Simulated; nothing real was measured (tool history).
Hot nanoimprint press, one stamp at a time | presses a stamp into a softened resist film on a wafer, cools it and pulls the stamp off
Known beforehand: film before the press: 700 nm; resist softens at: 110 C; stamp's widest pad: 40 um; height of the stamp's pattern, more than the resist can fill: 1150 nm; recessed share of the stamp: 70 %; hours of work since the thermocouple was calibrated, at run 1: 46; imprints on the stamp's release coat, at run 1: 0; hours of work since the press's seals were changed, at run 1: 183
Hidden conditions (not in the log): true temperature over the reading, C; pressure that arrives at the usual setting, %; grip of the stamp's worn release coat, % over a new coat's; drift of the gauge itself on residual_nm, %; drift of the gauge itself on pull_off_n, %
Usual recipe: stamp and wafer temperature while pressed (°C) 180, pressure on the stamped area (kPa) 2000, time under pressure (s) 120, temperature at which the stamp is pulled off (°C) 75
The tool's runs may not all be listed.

run,day,stamp and wafer temperature while pressed (°C),pressure on the stamped area (kPa),time under pressure (s),temperature at which the stamp is pulled off (°C),hours of work since the thermocouple was calibrated,imprints on the stamp's release coat,hours of work since the press's seals were changed,resist left under the stamp's widest pad (angstrom),greatest force while the stamp is pulled off (N)
1,0.000,180,2000,120,75,46,0,183,2972,93
2,0.367,180,2000,61,75,52,21,189,3832,90
3,0.858,180,2000,61,75,60,49,196,3820,93
4,1.342,180,2000,61,75,68,76,204,3830,94
5,1.817,180,2000,74,75,75,103,212,3593,94
6,2.196,180,2000,67,75,81,124,218,3679,97
7,2.558,180,2000,120,75,87,145,223,2986,93
8,2.762,180,2000,120,75,90,156,227,2998,95
9,3.017,180,2000,120,75,95,171,231,2977,92
10,3.321,180,2000,120,75,99,188,236,2983,97
11,3.746,192,2000,120,75,106,212,242,1814,93
12,4.121,184,2000,120,75,112,233,248,2525,92
13,4.367,180,2000,120,75,116,247,252,2983,95
14,4.842,178,2000,120,75,124,274,260,3232,98
15,5.058,178,2000,120,75,127,286,263,3238,92
16,5.500,175,1720,82,72,134,311,270,4391,102
17,5.896,180,2000,176,81,140,333,277,2554,93
18,6.100,168,2000,120,75,144,345,280,4709,102
19,6.433,179,2710,159,75,149,364,285,2398,98
20,6.688,179,2710,159,75,153,378,289,2401,100
21,7.038,179,2710,159,75,159,398,295,2398,101
22,7.296,179,2710,159,75,163,412,299,2383,99

Estimate the outcome of run 23 from the log above:
23,7.517,179,2710,159,75,166,425,302,?,?

{"run 23": {"resist left under the stamp's widest pad (angstrom)": 2408, "greatest force while the stamp is pulled off (N)": 106}}
Minus the tool's unlogged condition, the same run would have read resist left under the stamp's widest pad (angstrom) 2427, greatest force while the stamp is pulled off (N) 95.

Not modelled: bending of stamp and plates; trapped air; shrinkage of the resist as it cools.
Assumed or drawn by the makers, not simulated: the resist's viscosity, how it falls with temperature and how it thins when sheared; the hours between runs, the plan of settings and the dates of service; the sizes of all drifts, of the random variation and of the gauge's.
